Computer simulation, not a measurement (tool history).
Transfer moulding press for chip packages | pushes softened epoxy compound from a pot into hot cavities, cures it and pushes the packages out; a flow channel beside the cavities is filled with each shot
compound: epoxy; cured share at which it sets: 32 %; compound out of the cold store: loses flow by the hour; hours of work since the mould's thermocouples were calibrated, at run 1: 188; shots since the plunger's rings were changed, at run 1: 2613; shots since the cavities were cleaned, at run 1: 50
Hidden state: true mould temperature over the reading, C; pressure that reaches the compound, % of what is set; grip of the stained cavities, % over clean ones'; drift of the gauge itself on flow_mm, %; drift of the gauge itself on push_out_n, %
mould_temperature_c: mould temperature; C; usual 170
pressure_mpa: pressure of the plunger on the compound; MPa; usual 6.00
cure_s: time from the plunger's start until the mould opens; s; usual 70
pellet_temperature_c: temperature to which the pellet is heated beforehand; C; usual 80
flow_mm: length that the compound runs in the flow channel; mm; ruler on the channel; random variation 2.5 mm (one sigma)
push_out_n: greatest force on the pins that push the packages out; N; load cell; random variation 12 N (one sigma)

run	hour	mould_temperature_c	pressure_mpa	cure_s	pellet_temperature_c	hours of work since the mould's thermocouples were calibrated	shots since the plunger's rings were changed	shots since the cavities were cleaned	incoming compound's hours out of the cold store	flow_mm	push_out_n
1	0.0	170	6.00	70	80	188	2613	50	16.0	831	593
2	22.0	170	6.00	70	80	204	2999	436	42.6	740	748
# hour 31.1: cavities cleaned with cleaning compound and waxed
3	35.7	170	6.00	70	80	212	3213	81	19.1	816	606
4	45.7	170	6.00	70	80	219	3389	257	15.1	826	682
5	56.4	170	6.00	70	80	226	3576	444	47.5	720	760
# hour 65.1: cavities cleaned with cleaning compound and waxed
6	71.5	170	6.00	70	80	236	3814	113	38.6	747	625
7	81.1	170	6.00	70	80	242	3983	282	21.9	798	682
8	95.6	170	6.00	70	80	252	4238	537	43.2	730	792
# hour 98.3: cavities cleaned with cleaning compound and waxed
9	107.0	170	6.00	70	80	259	4410	152	24.7	784	631
10	128.1	170	6.00	70	80	274	4780	522	32.0	757	780
# hour 130.9: cavities cleaned with cleaning compound and waxed
11	142.1	170	6.19	70	80	283	5000	196	17.3	819	666
12	153.0	170	6.00	70	80	290	5191	387	21.3	789	740
# hour 164.8: cavities cleaned with cleaning compound and waxed
13	171.5	170	6.00	70	80	302	5490	119	26.7	770	637
14	192.2	170	6.00	70	80	316	5853	482	36.0	738	764
# hour 198.4: cavities cleaned with cleaning compound and waxed
# hour 207.1: plunger's sealing rings changed
15	216.5	170	6.44	59	80	330	166	274	14.8	888	1105
# hour 233.3: cavities cleaned with cleaning compound and waxed
16	238.0	170	5.84	70	79	344	517	83	38.1	764	591

Run 17 comes next. What will it give?
17	250.9	170	5.84	70	79	353	743	309	24.7	?	?

flow_mm: 803 mm
push_out_n: 736 N
Without the tool's hidden state the same run would have given flow_mm 813 mm, push_out_n 557 N.
